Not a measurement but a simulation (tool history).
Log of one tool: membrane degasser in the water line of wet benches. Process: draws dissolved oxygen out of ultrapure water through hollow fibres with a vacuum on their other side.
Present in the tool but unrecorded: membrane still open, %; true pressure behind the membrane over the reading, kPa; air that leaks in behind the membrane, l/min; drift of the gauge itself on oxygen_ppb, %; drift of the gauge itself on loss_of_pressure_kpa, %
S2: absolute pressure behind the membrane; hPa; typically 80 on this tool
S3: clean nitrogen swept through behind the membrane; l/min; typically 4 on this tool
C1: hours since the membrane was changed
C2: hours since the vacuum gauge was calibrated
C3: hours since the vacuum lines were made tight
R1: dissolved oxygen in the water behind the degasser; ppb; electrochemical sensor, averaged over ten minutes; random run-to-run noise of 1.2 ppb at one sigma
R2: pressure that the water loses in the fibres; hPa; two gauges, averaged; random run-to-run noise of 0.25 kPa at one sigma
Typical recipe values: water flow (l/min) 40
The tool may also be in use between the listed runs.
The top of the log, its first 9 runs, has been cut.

Run 10, hour 1327.9: usual settings but water flow (l/min) 50, S2 55.3 hPa; C1 8459; C2 2248; C3 4659. Result: R1 86 ppb, R2 848.7 hPa.
Run 11, hour 1452.5: usual settings but water flow (l/min) 50, S2 55.3 hPa; C1 8583; C2 2373; C3 4784. Result: R1 86.4 ppb, R2 847 hPa.
Run 12, hour 1591.5: usual settings but water flow (l/min) 50, S2 55.3 hPa; C1 8723; C2 2512; C3 4923. Result: R1 86 ppb, R2 847 hPa.
Run 13, hour 1734.5: usual settings but water flow (l/min) 50, S2 55.3 hPa; C1 8865; C2 2655; C3 5066. Result: R1 86 ppb, R2 852.5 hPa.
Run 14, hour 1882.5: usual settings but water flow (l/min) 53; C1 9014; C2 2803; C3 5214. Result: R1 167.7 ppb, R2 902.1 hPa.
Run 15, hour 2054.3: usual settings but water flow (l/min) 53; C1 9185; C2 2975; C3 5385. Result: R1 169.2 ppb, R2 901.9 hPa.
Run 16, hour 2223.3: usual settings but water flow (l/min) 53; C1 9354; C2 3144; C3 5554. Result: R1 169.6 ppb, R2 901.3 hPa.
Run 17, hour 2338.4: usual settings but water flow (l/min) 53; C1 9469; C2 3259; C3 5670. Result: R1 166.6 ppb, R2 899.6 hPa.
Run 18, hour 2521: usual settings but water flow (l/min) 27; C1 9652; C2 3442; C3 5852. Result: R1 78.6 ppb, R2 458.8 hPa.
Run 19, hour 2679.8: usual settings but S3 3.16 l/min; C1 9811; C2 3600; C3 6011. Result: R1 146.6 ppb, R2 678.5 hPa.
Run 20, hour 2851.5: usual settings but water flow (l/min) 26, S3 6.57 l/min; C1 9982; C2 3772; C3 6183. Result: R1 47.1 ppb, R2 446.1 hPa.
Run 21, hour 3000.1: usual settings but water flow (l/min) 26, S3 6.57 l/min; C1 10131; C2 3921; C3 6331. Result: R1 47.6 ppb, R2 444.8 hPa.
Run 22, hour 3161.8: usual settings but water flow (l/min) 26, S3 6.57 l/min; C1 10293; C2 4082; C3 6493. Result: R1 46.8 ppb, R2 446.9 hPa.
Run 23, hour 3291.7: usual settings but water flow (l/min) 34, S2 64.3 hPa, S3 6.57 l/min; C1 10423; C2 4212; C3 6623. Result: R1 44.1 ppb, R2 578.8 hPa.
Run 24, hour 3463.8: usual settings but water flow (l/min) 51, S3 3.3 l/min; C1 10595; C2 4384; C3 6795. Result: R1 185.1 ppb, R2 875.5 hPa.
Run 25, hour 3552.6: usual settings but water flow (l/min) 25, S2 130.1 hPa, S3 6.29 l/min; C1 10684; C2 4473; C3 6884. Result: R1 95.9 ppb, R2 429.2 hPa.
Run 26, hour 3678.1: usual settings but water flow (l/min) 25, S2 156 hPa, S3 1.69 l/min; C1 10809; C2 4599; C3 7009. Result: R1 406.5 ppb, R2 428.3 hPa.
Run 27, hour 3776: usual settings but water flow (l/min) 25, S2 156 hPa, S3 1.69 l/min; C1 10907; C2 4697; C3 7107. Result: R1 402.5 ppb, R2 427.3 hPa.
Run 28, hour 3906.4: usual settings but S2 172 hPa; C1 11037; C2 4827; C3 7238. Result: R1 333.7 ppb, R2 691.9 hPa.
Run 29, hour 4013.8: usual settings but water flow (l/min) 51, S2 86.3 hPa; C1 11145; C2 4934; C3 7345. Result: R1 179.5 ppb, R2 880.3 hPa.
Run 30, hour 4209.9: usual settings but water flow (l/min) 51, S2 86.3 hPa; C1 11341; C2 5130; C3 7541. Result: R1 176.6 ppb, R2 875 hPa.
Run 31, hour 4352: usual settings but water flow (l/min) 25, S2 64.1 hPa, S3 7.17 l/min; C1 11483; C2 5273; C3 7683. Result: R1 28.5 ppb, R2 429.2 hPa.
Run 32, hour 4469.2: usual settings but water flow (l/min) 39; C1 11600; C2 5390; C3 7800. Result: R1 117.3 ppb, R2 674.5 hPa.

Branching from run 32: 4 alternative next runs. What would each branch give?
Run A, hour 4618.1: usual settings but water flow (l/min) 52; C1 11749; C2 5539; C3 7949. Result: R1 ?, R2 ?.
Run B, hour 4618.1: usual settings but water flow (l/min) 39; C1 11749; C2 5539; C3 7949. Result: R1 ?, R2 ?.
Run C, hour 4618.1: usual settings but S2 160.2 hPa, S3 3.75 l/min; C1 11749; C2 5539; C3 7949. Result: R1 ?, R2 ?.
Run D, hour 4618.1: usual settings but S2 48.2 hPa; C1 11749; C2 5539; C3 7949. Result: R1 ?, R2 ?.

run     R1     R2
  A  163.9  893.3
  B  115.1  673.4
  C  323.7  685.2
  D   46.6  690.2
Without the tool's hidden state the same runs would have given:
run     R1     R2
  A  163.7  876.9
  B    115  661.2
  C  323.6  672.7
  D   46.5  677.5
